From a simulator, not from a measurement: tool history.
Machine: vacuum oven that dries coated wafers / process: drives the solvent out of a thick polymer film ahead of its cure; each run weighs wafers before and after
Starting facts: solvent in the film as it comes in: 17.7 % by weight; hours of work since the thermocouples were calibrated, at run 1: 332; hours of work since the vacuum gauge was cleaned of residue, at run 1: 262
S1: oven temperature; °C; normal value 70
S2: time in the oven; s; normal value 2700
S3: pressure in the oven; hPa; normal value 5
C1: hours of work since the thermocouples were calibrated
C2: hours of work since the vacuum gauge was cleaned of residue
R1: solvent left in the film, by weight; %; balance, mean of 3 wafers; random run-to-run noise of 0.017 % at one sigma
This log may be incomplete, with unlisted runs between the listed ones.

run,day,S1,S2,S3,C1,C2,R1
1,0,70,2700,5,332,262,0.59
2,0.646,70,2700,5,340,270,0.62
3,1.412,70,2700,5,350,280,0.63
4,1.921,70,2760,5,357,286,0.57
5,2.679,70,2760,5,367,296,0.62
6,3.2,70,2760,5,373,303,0.55
7,3.558,70,4500,5,378,307,0.25
8,3.938,70,2700,5,383,312,0.62
9,4.421,70,2700,5,389,319,0.6
10,5.05,70,2700,5,397,327,0.58
11,5.512,70,2700,5,403,333,0.64
12,6.129,70,2700,6.53,411,340,0.66
13,6.617,70,2100,6.53,417,347,1.17
14,7.362,70,2100,6.53,427,356,1.11
15,7.838,70,2100,6.53,433,362,1.13
16,8.608,70,2100,6.53,443,372,1.1
17,9.383,70,2100,6.53,453,382,1.11
18,10.188,70,1620,5,463,393,1.82
19,10.742,77,2760,5.21,470,400,0.24
20,11.312,60,2880,5.81,477,407,2.22
21,11.721,60,2880,5.81,483,412,2.25
22,12.371,60,2700,6.06,491,421,2.52
23,12.854,82,3120,5,497,427,0.16
24,13.425,62,3120,5,505,434,1.49
25,14.004,62,3120,5,512,442,1.49
26,14.617,68,3360,17.47,520,450,1.06
27,14.975,68,3360,17.47,524,454,1.05
28,15.833,75,2100,17.47,535,465,0.88
29,16.638,81,1440,5.55,546,475,0.48
30,17.108,81,1440,5.55,552,482,0.48
31,17.629,81,1920,4.44,559,488,0.25
32,18.425,68,2340,10.46,569,498,1.36
33,19.129,70,2340,5,578,507,0.83
34,19.917,70,3660,13.52,588,518,0.7
35,20.667,70,3660,13.52,598,527,0.7
36,21.162,70,3660,13.52,604,534,0.68

The logged runs with the hidden state left out (each run's random variation unchanged):
Hidden state at play: true wafer temperature over the reading, C; true pressure over the reading, kPa; drift of the gauge itself on solvent_pct, %.
run,R1
1,0.63
2,0.65
3,0.67
4,0.6
5,0.65
6,0.58
7,0.21
8,0.66
9,0.63
10,0.62
11,0.67
12,0.69
13,1.26
14,1.2
15,1.22
16,1.19
17,1.2
18,1.98
19,0.22
20,2.39
21,2.41
22,2.7
23,0.12
24,1.59
25,1.6
26,1.08
27,1.07
28,0.91
29,0.51
30,0.52
31,0.24
32,1.46
33,0.9
34,0.68
35,0.68
36,0.65
